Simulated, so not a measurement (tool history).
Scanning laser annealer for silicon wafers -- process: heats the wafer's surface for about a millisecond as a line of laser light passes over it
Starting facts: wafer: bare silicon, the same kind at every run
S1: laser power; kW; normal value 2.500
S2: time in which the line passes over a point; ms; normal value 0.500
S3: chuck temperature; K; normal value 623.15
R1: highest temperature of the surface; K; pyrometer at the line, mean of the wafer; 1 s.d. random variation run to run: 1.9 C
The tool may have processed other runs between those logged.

run    hour     S1     S2      S3       R1
  1     0.0  2.500  0.500  623.15  1364.15
  2    26.5  2.675  0.500  623.15  1427.15
  3    73.0  2.675  0.500  623.15  1427.15
  4   117.5  2.500  0.500  623.15  1367.15
  5   150.2  2.500  0.500  623.15  1364.15
  6   177.7  2.481  0.500  623.15  1354.15
  7   209.4  2.481  0.500  623.15  1351.15
  8   237.2  2.481  0.500  623.15  1351.15
  9   273.5  2.501  0.500  623.15  1356.15
 10   316.6  2.501  0.500  623.15  1358.15
 11   341.4  2.501  0.500  623.15  1354.15
 12   387.4  2.500  0.500  623.15  1354.15
 13   416.7  2.500  0.500  623.15  1351.15
 14   445.4  2.440  0.500  623.15  1330.15
 15   496.2  2.440  0.500  623.15  1332.15
 16   532.5  2.440  0.500  623.15  1326.15
 17   564.0  2.440  0.500  623.15  1326.15
 18   597.0  2.686  0.500  637.15  1423.15
 19   648.2  2.500  0.369  615.15  1242.15
 20   687.8  2.587  0.549  650.15  1432.15
 21   747.1  2.577  0.500  623.15  1420.15
 22   795.2  2.281  0.379  623.15  1228.15
 23   818.4  2.281  0.379  623.15  1228.15
 24   842.5  2.500  0.387  623.15  1304.15
 25   883.9  2.500  0.529  623.15  1406.15
 26   927.1  2.500  0.529  600.15  1383.15
 27   967.6  2.336  0.500  594.15  1293.15
 28  1005.2  2.298  0.619  636.15  1387.15
 29  1053.9  2.645  0.387  652.15  1371.15
 30  1084.3  2.645  0.387  652.15  1373.15
 31  1108.0  2.214  0.579  607.15  1305.15
 32  1144.8  2.214  0.579  607.15  1305.15
 33  1168.2  2.500  0.360  632.15  1279.15

The log once held 2 entries between its listed runs, left out of this copy. Where does each go, and what is different about the tool's unlogged condition between the listed run before it and the listed run after it?
Between runs 20 and 21: optics aligned, line set to its width (hour 705.2); window over the wafer cleaned (hour 711.3)
  light that passes the window, % of a clean one's: 97.15 -> 99.89; laser's true power over the reading, %: -0.66 -> -0.67; width of the line over the set one, %: 4.7 -> 0.5
  the result without the hidden state subtracted from the measured one, R1: -62.00 -> -11.00 K

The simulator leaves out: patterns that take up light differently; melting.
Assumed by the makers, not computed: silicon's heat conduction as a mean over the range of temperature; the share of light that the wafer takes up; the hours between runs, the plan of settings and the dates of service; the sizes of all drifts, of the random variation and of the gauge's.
